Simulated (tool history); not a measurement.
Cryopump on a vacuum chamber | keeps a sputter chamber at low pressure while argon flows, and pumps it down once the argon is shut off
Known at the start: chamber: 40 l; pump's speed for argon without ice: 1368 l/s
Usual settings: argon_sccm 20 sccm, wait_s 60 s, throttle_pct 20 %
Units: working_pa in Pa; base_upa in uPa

run 1 hour=0 | argon_sccm=20 wait_s=60 throttle_pct=20 | working_pa=0.1361 base_upa=2.69
-- hour=77.6 pump warmed up, emptied and cooled again
run 2 hour=98.1 | argon_sccm=20 wait_s=60 throttle_pct=20 | working_pa=0.1251 base_upa=2.32
run 3 hour=141.7 | argon_sccm=20 wait_s=60 throttle_pct=20 | working_pa=0.1246 base_upa=2.31
run 4 hour=224.4 | argon_sccm=17 wait_s=60 throttle_pct=20 | working_pa=0.1077 base_upa=2.43
run 5 hour=322.9 | argon_sccm=17 wait_s=60 throttle_pct=20 | working_pa=0.1075 base_upa=2.47
run 6 hour=402.6 | argon_sccm=17 wait_s=60 throttle_pct=20 | working_pa=0.1095 base_upa=2.63
run 7 hour=459 | argon_sccm=17 wait_s=60 throttle_pct=20 | working_pa=0.1113 base_upa=2.6
run 8 hour=507.3 | argon_sccm=17 wait_s=60 throttle_pct=20 | working_pa=0.1126 base_upa=2.72
run 9 hour=557.6 | argon_sccm=17 wait_s=60 throttle_pct=20 | working_pa=0.1138 base_upa=2.77
run 10 hour=640.5 | argon_sccm=17 wait_s=60 throttle_pct=20 | working_pa=0.1142 base_upa=2.81
-- hour=696.8 pump warmed up, emptied and cooled again
run 11 hour=739.9 | argon_sccm=17 wait_s=60 throttle_pct=20 | working_pa=0.106 base_upa=2.43
run 12 hour=832 | argon_sccm=13 wait_s=75 throttle_pct=22 | working_pa=0.0745 base_upa=2.36
run 13 hour=877.3 | argon_sccm=20 wait_s=94 throttle_pct=56 | working_pa=0.047 base_upa=2.11
run 14 hour=951 | argon_sccm=9 wait_s=60 throttle_pct=21 | working_pa=0.0547 base_upa=2.7
run 15 hour=1024.6 | argon_sccm=9 wait_s=52 throttle_pct=48 | working_pa=0.0252 base_upa=2.93
run 16 hour=1095.9 | argon_sccm=15 wait_s=185 throttle_pct=47 | working_pa=0.0447 base_upa=1.91
run 17 hour=1179.8 | argon_sccm=20 wait_s=60 throttle_pct=41 | working_pa=0.0696 base_upa=2.89
run 18 hour=1244.9 | argon_sccm=9 wait_s=44 throttle_pct=35 | working_pa=0.0376 base_upa=3.55
-- hour=1318.1 pump warmed up, emptied and cooled again
run 19 hour=1326.4 | argon_sccm=13 wait_s=148 throttle_pct=20 | working_pa=0.0806 base_upa=1.76
run 20 hour=1399.7 | argon_sccm=36 wait_s=21 throttle_pct=18 | working_pa=0.2508 base_upa=5.21
run 21 hour=1484.1 | argon_sccm=26 wait_s=21 throttle_pct=20 | working_pa=0.164 base_upa=5.04

5 ways to go on from here, each from the tool as it stands after run 21. What would each give?
-- hour=1541.1 leaking fittings of the chamber tightened, without venting
run A hour=1568.1 | argon_sccm=26 wait_s=70 throttle_pct=20 | working_pa=? base_upa=?
-- hour=1541.1 leaking fittings of the chamber tightened, without venting
run B hour=1568.1 | argon_sccm=14 wait_s=21 throttle_pct=20 | working_pa=? base_upa=?
-- hour=1541.1 leaking fittings of the chamber tightened, without venting
run C hour=1568.1 | argon_sccm=26 wait_s=21 throttle_pct=15 | working_pa=? base_upa=?
-- hour=1541.1 leaking fittings of the chamber tightened, without venting
run D hour=1568.1 | argon_sccm=21 wait_s=60 throttle_pct=57 | working_pa=? base_upa=?
-- hour=1541.1 leaking fittings of the chamber tightened, without venting
run E hour=1568.1 | argon_sccm=13 wait_s=50 throttle_pct=20 | working_pa=? base_upa=?

run=A working_pa=0.167 base_upa=1.39
run=B working_pa=0.09 base_upa=4
run=C working_pa=0.2193 base_upa=4.05
run=D working_pa=0.0498 base_upa=1.61
run=E working_pa=0.0829 base_upa=1.84
Without the tool's hidden state the same runs would have given:
run=A working_pa=0.1613 base_upa=1.33
run=B working_pa=0.0869 base_upa=3.94
run=C working_pa=0.2136 base_upa=3.98
run=D working_pa=0.0452 base_upa=1.55
run=E working_pa=0.08 base_upa=1.78
